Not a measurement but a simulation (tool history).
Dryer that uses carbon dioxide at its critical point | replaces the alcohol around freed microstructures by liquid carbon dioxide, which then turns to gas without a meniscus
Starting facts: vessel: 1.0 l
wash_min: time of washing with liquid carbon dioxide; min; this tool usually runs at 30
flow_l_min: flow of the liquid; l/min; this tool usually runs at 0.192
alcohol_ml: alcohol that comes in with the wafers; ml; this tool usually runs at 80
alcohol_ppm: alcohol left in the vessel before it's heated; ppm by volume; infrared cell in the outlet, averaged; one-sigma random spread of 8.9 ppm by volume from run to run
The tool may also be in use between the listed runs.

run,hour,wash_min,flow_l_min,alcohol_ml,alcohol_ppm
1,0.0,30,0.192,80,1101
2,29.6,30,0.192,80,1124
3,55.5,30,0.192,80,1165
4,96.0,30,0.192,80,1150
# hour 140.1: inlet filter changed
5,142.0,30,0.192,80,642
6,189.3,30,0.192,80,660
7,237.5,30,0.192,80,694
8,289.3,21,0.192,80,2592
9,348.3,21,0.192,80,2661
10,411.5,21,0.192,80,2821
11,460.4,30,0.192,80,815
12,501.8,30,0.192,80,809
13,530.6,30,0.192,80,841
14,574.8,30,0.192,80,873
15,630.3,30,0.256,80,322
# hour 637.7: purifier's bed changed
16,680.4,30,0.192,80,768
17,723.2,30,0.120,80,4656
18,768.7,30,0.192,80,810
19,797.9,44,0.192,80,123
20,826.3,44,0.294,80,31
21,879.3,30,0.288,80,121
22,929.3,35,0.117,97,4238
23,958.3,30,0.320,80,77
24,990.4,25,0.155,25,1341
25,1023.8,19,0.192,38,2435
# hour 1049.3: inlet filter changed
26,1070.1,19,0.192,38,1555
27,1123.9,30,0.231,51,153
28,1164.9,39,0.181,51,161
29,1215.7,30,0.230,80,252
30,1248.5,30,0.230,80,260
31,1288.8,21,0.192,82,2665
32,1339.2,30,0.251,40,129
33,1398.4,30,0.251,40,137
34,1435.8,25,0.309,80,192
35,1485.3,25,0.309,80,200
36,1544.5,25,0.309,80,218

Predict each of these 3 candidate next runs independently; none follows another, all start after run 36:
A,1597.0,30,0.297,103,?
B,1597.0,26,0.192,48,?
C,1597.0,25,0.283,80,?

run,alcohol_ppm
A,154
B,940
C,338
What these runs would have given with no unlogged condition in the tool:
run,alcohol_ppm
A,40
B,585
C,152
